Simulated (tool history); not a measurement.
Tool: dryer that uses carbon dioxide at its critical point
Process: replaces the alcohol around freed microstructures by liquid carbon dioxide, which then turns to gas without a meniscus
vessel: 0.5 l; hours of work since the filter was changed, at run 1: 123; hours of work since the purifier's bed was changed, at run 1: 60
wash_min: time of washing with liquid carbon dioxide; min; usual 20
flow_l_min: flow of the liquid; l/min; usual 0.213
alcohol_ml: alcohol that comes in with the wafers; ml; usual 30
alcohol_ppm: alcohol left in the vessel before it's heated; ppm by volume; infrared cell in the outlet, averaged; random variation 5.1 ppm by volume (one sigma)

run	hour	wash_min	flow_l_min	alcohol_ml	hours of work since the filter was changed	hours of work since the purifier's bed was changed	alcohol_ppm
1	0	20	0.213	30	123	60	112
2	7.9	20	0.213	30	129	66	115
3	15.9	20	0.213	30	134	72	118
4	23.1	20	0.213	25	140	77	107
5	28.2	20	0.213	25	143	80	101
6	32.4	20	0.213	70	146	83	269
7	41.3	20	0.213	70	152	90	282
8	50.5	20	0.152	70	159	96	1514
9	56.1	20	0.253	30	163	100	58
10	64.2	20	0.253	30	169	106	57
11	72.7	20	0.253	30	175	112	58
12	79.4	20	0.253	30	179	117	68
13	88.1	20	0.253	30	186	123	61
14	97.2	20	0.253	30	192	129	64
15	101.2	20	0.213	36	195	132	199
16	109.6	20	0.213	36	201	138	207
17	117	20	0.213	36	206	143	205
18	124.8	20	0.213	36	212	149	214
19	131.3	20	0.213	36	216	153	217
# hour 139.9: inlet filter changed
20	140.2	13	0.213	36	0	159	733
21	146.7	20	0.213	30	5	164	80
22	152.8	20	0.213	30	9	168	81
23	158.9	20	0.213	30	13	172	70
24	164	20	0.213	53	17	176	117
25	172.2	24	0.314	30	23	182	29
26	177.7	24	0.314	30	27	185	22
27	186.5	16	0.142	91	33	192	4160
28	195.8	31	0.213	43	40	198	40
29	204.1	31	0.213	43	45	204	27
30	213.3	14	0.168	106	52	211	4536
31	218.1	14	0.168	106	55	214	4587
32	226	14	0.168	106	61	220	4881
33	234.8	14	0.168	106	67	226	4988
34	239	14	0.168	88	70	229	4148
35	246.8	20	0.255	70	76	234	77
36	255.5	20	0.213	42	82	241	137
37	260.1	29	0.213	21	85	244	40
38	269.3	17	0.244	93	92	250	351
39	275.8	16	0.244	45	96	255	245
40	279.7	16	0.244	45	99	258	255
41	285.5	17	0.225	45	103	262	282

The next listed run, before its measurement:
42	293.6	28	0.19	83	109	268	?

Run 42 gave alcohol_ppm 89 ppm by volume.
Without the tool's hidden state the same run would have given alcohol_ppm 33 ppm by volume.
